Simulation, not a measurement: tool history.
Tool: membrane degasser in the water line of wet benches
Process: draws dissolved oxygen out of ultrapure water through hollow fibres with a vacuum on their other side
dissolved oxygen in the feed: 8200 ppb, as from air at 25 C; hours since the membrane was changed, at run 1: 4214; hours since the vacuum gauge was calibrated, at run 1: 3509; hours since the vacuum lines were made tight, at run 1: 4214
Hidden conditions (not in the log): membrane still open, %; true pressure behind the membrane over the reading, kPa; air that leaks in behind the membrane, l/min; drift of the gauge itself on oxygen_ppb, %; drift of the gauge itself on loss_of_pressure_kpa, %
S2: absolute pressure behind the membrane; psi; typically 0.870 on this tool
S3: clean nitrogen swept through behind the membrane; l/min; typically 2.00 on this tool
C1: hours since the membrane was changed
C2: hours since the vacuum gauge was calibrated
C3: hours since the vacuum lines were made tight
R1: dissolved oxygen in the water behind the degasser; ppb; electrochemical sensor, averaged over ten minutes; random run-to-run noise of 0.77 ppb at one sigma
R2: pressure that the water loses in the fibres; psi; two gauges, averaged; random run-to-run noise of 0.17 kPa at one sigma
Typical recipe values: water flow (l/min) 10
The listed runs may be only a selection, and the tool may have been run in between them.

Run 1, hour 0.0: usual settings; C1 4214; C2 3509; C3 4214. Result: R1 75.9 ppb, R2 3.935 psi.
Run 2, hour 96.9: usual settings but S3 5.49 l/min; C1 4311; C2 3605; C3 4311. Result: R1 52.9 ppb, R2 3.942 psi.
Run 3, hour 227.2: usual settings but S3 5.49 l/min; C1 4441; C2 3736; C3 4441. Result: R1 52.9 ppb, R2 3.917 psi.
Run 4, hour 287.6: usual settings but S3 5.49 l/min; C1 4501; C2 3796; C3 4501. Result: R1 53.2 ppb, R2 3.968 psi.
Run 5, hour 355.6: usual settings but S3 5.49 l/min; C1 4569; C2 3864; C3 4569. Result: R1 54.8 ppb, R2 3.942 psi.
Run 6, hour 471.7: usual settings but S3 0.85 l/min; C1 4685; C2 3980; C3 4685. Result: R1 120.5 ppb, R2 3.929 psi.
Run 7, hour 603.2: usual settings but S3 0.85 l/min; C1 4817; C2 4112; C3 4817. Result: R1 122.5 ppb, R2 3.967 psi.
Run 8, hour 661.4: usual settings but S3 0.85 l/min; C1 4875; C2 4170; C3 4875. Result: R1 121.2 ppb, R2 3.971 psi.
Run 9, hour 779.2: usual settings but S3 0.85 l/min; C1 4993; C2 4288; C3 4993. Result: R1 122.8 ppb, R2 3.903 psi.
Run 10, hour 839.9: usual settings but S3 0.85 l/min; C1 5054; C2 4349; C3 5054. Result: R1 121.9 ppb, R2 3.970 psi.
Run 11, hour 964.4: usual settings but S3 0.85 l/min; C1 5178; C2 4473; C3 5178. Result: R1 122.5 ppb, R2 3.923 psi.
Run 12, hour 1084.2: usual settings; C1 5298; C2 4593; C3 5298. Result: R1 77.9 ppb, R2 4.015 psi.
Run 13, hour 1196.2: usual settings; C1 5410; C2 4705; C3 5410. Result: R1 78.0 ppb, R2 3.968 psi.
Run 14, hour 1269.5: usual settings but S2 1.143 psi; C1 5483; C2 4778; C3 5483. Result: R1 100.1 ppb, R2 3.981 psi.
Run 15, hour 1372.1: usual settings but S2 0.682 psi, S3 1.48 l/min; C1 5586; C2 4881; C3 5586. Result: R1 68.3 ppb, R2 3.923 psi.
Run 16, hour 1429.4: usual settings but water flow (l/min) 13, S2 1.780 psi, S3 3.04 l/min; C1 5643; C2 4938; C3 5643. Result: R1 208.4 ppb, R2 5.144 psi.
Run 17, hour 1531.5: usual settings but S2 0.880 psi, S3 3.07 l/min; C1 5745; C2 5040; C3 5745. Result: R1 65.9 ppb, R2 3.954 psi.
Run 18, hour 1624.9: usual settings but S2 0.880 psi, S3 3.07 l/min; C1 5838; C2 5133; C3 5838. Result: R1 65.5 ppb, R2 3.973 psi.
Run 19, hour 1695.9: usual settings but S2 0.880 psi, S3 0.97 l/min; C1 5910; C2 5204; C3 5910. Result: R1 116.1 ppb, R2 3.960 psi.
Run 20, hour 1771.4: usual settings but water flow (l/min) 9, S2 0.750 psi, S3 1.59 l/min; C1 5985; C2 5280; C3 5985. Result: R1 55.2 ppb, R2 3.593 psi.
Run 21, hour 1842.9: usual settings but water flow (l/min) 11, S2 0.972 psi, S3 4.80 l/min; C1 6057; C2 5352; C3 6057. Result: R1 83.6 ppb, R2 4.395 psi.
Run 22, hour 1949.4: usual settings but water flow (l/min) 13, S3 1.62 l/min; C1 6163; C2 5458; C3 6163. Result: R1 173.9 ppb, R2 5.171 psi.
Run 23, hour 2033.4: usual settings but S2 1.182 psi, S3 1.62 l/min; C1 6247; C2 5542; C3 6247. Result: R1 119.5 ppb, R2 3.949 psi.
Run 24, hour 2122.3: usual settings but water flow (l/min) 11, S2 2.073 psi, S3 1.37 l/min; C1 6336; C2 5631; C3 6336. Result: R1 272.3 ppb, R2 4.354 psi.
At hour 2186.7: vacuum gauge calibrated.
Run 25, hour 2186.7: usual settings but water flow (l/min) 11, S2 2.073 psi, S3 0.90 l/min; C1 6400; C2 0; C3 6400. Result: R1 363.1 ppb, R2 4.364 psi.
Run 26, hour 2249.9: usual settings but water flow (l/min) 13, S3 1.05 l/min; C1 6463; C2 63; C3 6463. Result: R1 194.2 ppb, R2 5.230 psi.
Run 27, hour 2327.0: usual settings but water flow (l/min) 12, S3 1.54 l/min; C1 6540; C2 140; C3 6540. Result: R1 139.8 ppb, R2 4.753 psi.

Alternative continuations, all from the tool just after run 27; predict every row:
Run A, hour 2425.0: usual settings but S2 0.769 psi, S3 1.20 l/min; C1 6638; C2 238; C3 6638. Result: R1 ?, R2 ?.
Run B, hour 2425.0: usual settings but water flow (l/min) 7, S3 1.54 l/min; C1 6638; C2 238; C3 6638. Result: R1 ?, R2 ?.
Run C, hour 2425.0: usual settings but water flow (l/min) 12, S2 0.615 psi, S3 0.87 l/min; C1 6638; C2 238; C3 6638. Result: R1 ?, R2 ?.
Run D, hour 2425.0: usual settings but water flow (l/min) 12, S2 1.265 psi, S3 1.54 l/min; C1 6638; C2 238; C3 6638. Result: R1 ?, R2 ?.
Run E, hour 2425.0: usual settings but water flow (l/min) 9, S3 4.44 l/min; C1 6638; C2 238; C3 6638. Result: R1 ?, R2 ?.

run     R1     R2
  A   84.1  3.991
  B   37.6  2.779
  C  121.1  4.782
  D  186.6  4.785
  E   40.2  3.549
Had the tool no hidden state, the same runs would have come out as:
run     R1     R2
  A   78.8  3.900
  B   35.8  2.717
  C  112.4  4.672
  D  176.7  4.676
  E   36.7  3.468
